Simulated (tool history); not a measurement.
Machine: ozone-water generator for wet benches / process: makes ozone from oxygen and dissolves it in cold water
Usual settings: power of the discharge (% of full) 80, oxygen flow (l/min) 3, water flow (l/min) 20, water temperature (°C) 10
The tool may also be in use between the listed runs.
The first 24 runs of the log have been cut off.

run,day,power of the discharge (% of full),oxygen flow (l/min),water flow (l/min),water temperature (°C),dissolved ozone (ppm),ozone in the gas ahead of the water (g/m3)
# day 156.833: gauge calibrated
25,159.892,80,4.67,20,17,20,169.7
26,165.425,78,3,13,10,27,204.5
27,171.083,87,3,13,10,29.6,216.6
28,176.592,87,3,13,10,29.3,216.9
29,182.492,80,2.84,13,8,28,211.1
30,189.054,80,2.84,13,8,28.1,212.7
31,196.988,80,2.84,31,6,13.3,212.6
32,205.233,49,3.14,20,6,15.1,148
33,211.271,49,3.14,20,6,15.1,146.4
34,217.338,80,3,20,12,19.4,202.7

Here are 3 independent what-if runs from the current tool condition. What would each one return?
A,226.183,86,3,14,11,?,?
B,226.183,80,3,20,17,?,?
C,226.183,80,1.65,13,17,?,?

run,dissolved ozone (ppm),ozone in the gas ahead of the water (g/m3)
A,27.5,215.4
B,18.5,202.2
C,22.6,266.3
The same runs, with their run-to-run variation unchanged, on a tool lacking any hidden condition would have given:
run,dissolved ozone (ppm),ozone in the gas ahead of the water (g/m3)
A,27.5,218.9
B,18.5,205.4
C,22.7,270.6

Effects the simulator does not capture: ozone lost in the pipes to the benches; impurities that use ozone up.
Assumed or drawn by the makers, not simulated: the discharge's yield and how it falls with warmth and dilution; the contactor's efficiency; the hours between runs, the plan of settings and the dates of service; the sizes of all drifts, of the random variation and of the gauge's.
